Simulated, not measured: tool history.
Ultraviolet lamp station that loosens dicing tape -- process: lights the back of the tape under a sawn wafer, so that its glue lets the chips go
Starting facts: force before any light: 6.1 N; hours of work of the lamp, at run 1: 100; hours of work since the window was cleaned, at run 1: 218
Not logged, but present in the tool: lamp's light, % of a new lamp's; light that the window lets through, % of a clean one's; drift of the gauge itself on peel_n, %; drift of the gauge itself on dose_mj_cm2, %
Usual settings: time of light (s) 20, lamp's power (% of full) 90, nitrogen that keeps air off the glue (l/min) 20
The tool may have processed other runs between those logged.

run   hour  time of light (s)  lamp's power (% of full)  nitrogen that keeps air off the glue (l/min)  hours of work of the lamp  hours of work since the window was cleaned  force that peels the tape off (N)  light that reached the tape (mJ/cm2)
  1    0.0                 20                        90                                            20                        100                                         218                              0.494                                   338
  2    7.8                 20                        90                                            20                        106                                         223                              0.485                                   338
  3   16.1                 24                        90                                            20                        111                                         228                              0.325                                   404
  4   23.2                 14                        90                                            20                        116                                         233                              0.965                                   233
  5   30.8                 20                        90                                            20                        121                                         238                              0.477                                   340
  6   37.5                 20                        90                                            20                        126                                         243                              0.502                                   340
  7   46.5                 20                        90                                            20                        132                                         249                              0.482                                   338
  8   51.6                 20                        90                                            20                        135                                         252                              0.504                                   339
  9   58.4                 20                        90                                            20                        140                                         257                              0.504                                   336
 10   68.6                 20                        90                                            20                        147                                         264                              0.481                                   334
 11   74.8                 20                        90                                            20                        151                                         268                              0.513                                   338
 12   79.6                 20                        90                                            20                        154                                         271                              0.499                                   336
 13   84.1                 20                        90                                            20                        157                                         274                              0.485                                   332
 14   91.5                 20                        90                                            20                        162                                         279                              0.487                                   337
 15  101.0                 20                        90                                            20                        168                                         286                              0.503                                   334
 16  108.8                 20                        90                                            20                        174                                         291                              0.528                                   331
 17  116.8                 20                        90                                             7                        179                                         296                              1.173                                   332
 18  122.7                 20                        90                                             7                        183                                         300                              1.131                                   333
 19  129.2                 20                        90                                            20                        188                                         305                              0.515                                   336
 20  134.7                 20                        90                                            20                        191                                         308                              0.520                                   327
 21  144.3                 20                        90                                            20                        198                                         315                              0.504                                   331
 22  149.9                 20                        90                                            20                        202                                         319                              0.525                                   331
 23  156.3                 20                        97                                            39                        206                                         323                              0.270                                   356
 24  165.5                 20                        72                                            39                        212                                         329                              0.512                                   265
 25  176.0                 20                        72                                            39                        219                                         336                              0.528                                   264
 26  185.7                 24                        90                                            10                        226                                         343                              0.669                                   392
 27  192.2                 20                        78                                            20                        230                                         347                              0.725                                   284
 28  198.5                 11                        89                                            20                        234                                         352                              1.485                                   180
 29  207.5                 11                        89                                            20                        240                                         358                              1.521                                   176
 30  212.6                 22                        99                                            20                        244                                         361                              0.350                                   394
 31  222.8                 12                        77                                            20                        251                                         368                              1.694                                   167
 32  232.5                 37                        69                                             9                        257                                         375                              0.529                                   464
 33  238.3                 37                        69                                             9                        261                                         378                              0.549                                   460
 34  245.2                 37                        69                                             9                        266                                         383                              0.526                                   462
 35  252.0                 11                        65                                            13                        270                                         388                              2.613                                   128
 36  260.7                 11                        65                                            13                        276                                         394                              2.689                                   127
 37  271.4                 18                        65                                             8                        284                                         401                              1.966                                   212
 38  277.0                 14                        97                                            20                        287                                         405                              0.967                                   238
 39  282.9                 14                        97                                            20                        291                                         409                              0.962                                   238
 40  292.0                 26                        67                                            24                        297                                         415                              0.512                                   315
 41  296.4                 26                        67                                            24                        300                                         418                              0.513                                   306
 42  306.0                 14                        80                                            10                        307                                         424                              1.906                                   197
 43  314.0                 20                        92                                            26                        312                                         429                              0.431                                   325

How would selected steps in force that peels the tape off (N) from run to run divide? Give the signed amount a tool lacking its hidden state would still show from settings, what came in and random variation, and the signed amount left for the hidden state, including any gauge scatter that is not in both of the compared results.
Run 30 -> 31: time of light (s) 22 -> 12, lamp's power (% of full) 99 -> 77. force that peels the tape off (N) +1.344: hidden state +0.170, all else +1.174.
Run 34 -> 35: time of light (s) 37 -> 11, lamp's power (% of full) 69 -> 65, nitrogen that keeps air off the glue (l/min) 9 -> 13. force that peels the tape off (N) +2.087: hidden state +0.148, all else +1.939.
Run 41 -> 42: time of light (s) 26 -> 14, lamp's power (% of full) 67 -> 80, nitrogen that keeps air off the glue (l/min) 24 -> 10. force that peels the tape off (N) +1.393: hidden state +0.159, all else +1.234.
Run 42 -> 43: time of light (s) 14 -> 20, lamp's power (% of full) 80 -> 92, nitrogen that keeps air off the glue (l/min) 10 -> 26. force that peels the tape off (N) -1.475: hidden state -0.178, all else -1.297.

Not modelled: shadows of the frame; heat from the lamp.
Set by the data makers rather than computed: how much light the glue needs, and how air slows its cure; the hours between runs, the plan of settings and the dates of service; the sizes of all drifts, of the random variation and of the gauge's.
